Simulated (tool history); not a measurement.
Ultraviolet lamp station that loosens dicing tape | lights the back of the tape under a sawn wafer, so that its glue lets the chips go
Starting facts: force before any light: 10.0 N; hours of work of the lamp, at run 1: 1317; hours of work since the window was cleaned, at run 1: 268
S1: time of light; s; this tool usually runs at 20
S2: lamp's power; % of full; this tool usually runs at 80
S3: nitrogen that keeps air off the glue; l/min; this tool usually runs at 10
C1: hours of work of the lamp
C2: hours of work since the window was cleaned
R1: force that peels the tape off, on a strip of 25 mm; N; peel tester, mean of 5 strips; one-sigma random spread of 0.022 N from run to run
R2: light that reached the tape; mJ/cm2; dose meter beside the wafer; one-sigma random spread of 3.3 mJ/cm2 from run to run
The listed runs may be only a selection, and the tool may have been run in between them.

{"run": 1, "day": 0.0, "S1": 20, "S2": 80, "S3": 10, "C1": 1317, "C2": 268, "R1": 1.102, "R2": 523}
{"run": 2, "day": 1.65, "S1": 25, "S2": 80, "S3": 10, "C1": 1336, "C2": 288, "R1": 0.698, "R2": 652}
{"run": 3, "day": 4.658, "S1": 25, "S2": 80, "S3": 10, "C1": 1371, "C2": 323, "R1": 0.701, "R2": 656}
{"run": 4, "day": 6.438, "S1": 20, "S2": 80, "S3": 4, "C1": 1391, "C2": 343, "R1": 1.929, "R2": 516}
{"run": 5, "day": 8.054, "S1": 20, "S2": 80, "S3": 4, "C1": 1410, "C2": 362, "R1": 1.917, "R2": 514}
{"run": 6, "day": 9.379, "S1": 20, "S2": 80, "S3": 4, "C1": 1426, "C2": 377, "R1": 1.972, "R2": 524}
{"run": 7, "day": 12.412, "S1": 11, "S2": 65, "S3": 4, "C1": 1461, "C2": 413, "R1": 4.935, "R2": 228}
{"day": 14.5, "done": "lamp changed"}
{"run": 8, "day": 15.083, "S1": 11, "S2": 98, "S3": 4, "C1": 7, "C2": 443, "R1": 3.262, "R2": 350}
{"run": 9, "day": 17.504, "S1": 11, "S2": 98, "S3": 4, "C1": 35, "C2": 471, "R1": 3.362, "R2": 353}
{"run": 10, "day": 19.1, "S1": 12, "S2": 74, "S3": 14, "C1": 54, "C2": 490, "R1": 2.339, "R2": 289}
{"run": 11, "day": 20.862, "S1": 33, "S2": 82, "S3": 14, "C1": 74, "C2": 511, "R1": 0.341, "R2": 873}

Predict each of these 5 candidate next runs independently; none follows another, all start after run 11:
{"run": "A", "day": 22.608, "S1": 10, "S2": 80, "S3": 4, "C1": 94, "C2": 531, "R1": "?", "R2": "?"}
{"run": "B", "day": 22.608, "S1": 12, "S2": 82, "S3": 15, "C1": 94, "C2": 531, "R1": "?", "R2": "?"}
{"run": "C", "day": 22.608, "S1": 39, "S2": 63, "S3": 9, "C1": 94, "C2": 531, "R1": "?", "R2": "?"}
{"run": "D", "day": 22.608, "S1": 17, "S2": 62, "S3": 9, "C1": 94, "C2": 531, "R1": "?", "R2": "?"}
{"run": "E", "day": 22.608, "S1": 38, "S2": 71, "S3": 10, "C1": 94, "C2": 531, "R1": "?", "R2": "?"}

run=A R1=4.533 R2=257
run=B R1=1.991 R2=320
run=C R1=0.509 R2=793
run=D R1=2.326 R2=339
run=E R1=0.397 R2=879
Without the tool's hidden state the same runs would have given:
run=A R1=4.530 R2=257
run=B R1=1.989 R2=320
run=C R1=0.508 R2=794
run=D R1=2.323 R2=339
run=E R1=0.396 R2=880
